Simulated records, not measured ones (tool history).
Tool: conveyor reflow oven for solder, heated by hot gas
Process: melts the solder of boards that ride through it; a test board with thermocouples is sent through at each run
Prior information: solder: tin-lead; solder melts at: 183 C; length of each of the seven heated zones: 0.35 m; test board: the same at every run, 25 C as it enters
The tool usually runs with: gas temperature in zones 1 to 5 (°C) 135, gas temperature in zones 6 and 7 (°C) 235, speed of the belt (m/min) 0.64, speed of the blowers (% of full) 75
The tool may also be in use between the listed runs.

run	hour	gas temperature in zones 1 to 5 (°C)	gas temperature in zones 6 and 7 (°C)	speed of the belt (m/min)	speed of the blowers (% of full)	highest temperature of the board (°C)	time above the solder's melting point (s)
1	0	135	235	0.64	75	215.5	47.3
2	59.9	135	235	0.64	75	215.4	46.7
3	115.3	135	235	0.64	75	214.7	47.2
4	170.5	135	235	0.64	75	214.4	46.9
5	230.5	135	235	0.64	75	214	46
# hour 262.2: flux residue cleaned out of gas plates and filters
6	283.4	135	235	0.64	75	214.6	47.2
# hour 339.2: belt drive overhauled, speed set with a stopwatch
7	339.2	135	235	0.64	75	213.8	47.4
8	396.9	135	235	0.64	75	213.9	47.2
9	467.2	135	235	0.64	75	214.1	46.8
# hour 494: belt drive overhauled, speed set with a stopwatch, once more
# hour 523.4: thermocouples of zones 6 and 7 changed
# hour 533.5: flux residue cleaned out of gas plates and filters
10	541.1	135	235	0.64	75	216.2	46.8
11	574.8	135	235	0.64	75	216.4	46.7
12	631	135	235	0.64	75	215.6	46.6
13	665.8	135	235	0.64	59	209.6	41.3
14	720.1	135	235	0.64	75	215.2	46.4
15	748.9	135	235	0.64	75	214.6	46.2
# hour 795.7: flux residue cleaned out of gas plates and filters
16	825.5	135	235	0.64	75	215.2	47.3
17	886.7	146	236	0.64	78	218.5	53
18	948.3	140	245	0.64	75	224.1	53.9
19	1007.3	121	235	0.64	85	214.9	43.1
# hour 1057.1: flux residue cleaned out of gas plates and filters
20	1074.5	121	235	0.64	85	215.2	44.3
21	1121.2	134	235	0.624	56	209.1	41.2
22	1167.3	126	248	0.64	75	224.2	49.8
23	1216	126	248	0.64	75	224.4	50
24	1287.4	126	248	0.64	75	223.3	49.3
# hour 1320.2: flux residue cleaned out of gas plates and filters
25	1336	126	248	0.64	75	223.9	49.6
26	1375	137	235	0.598	75	216.7	53
27	1435.6	122	235	0.598	68	211.8	44.1

Run 28 has not been measured yet. What should we expect?
28	1475.6	122	235	0.598	68	?	?

highest temperature of the board (°C): 211.7
time above the solder's melting point (s): 43.8
With no hidden state in the tool, this same run would have given highest temperature of the board (°C) 214.3, time above the solder's melting point (s) 45.4.
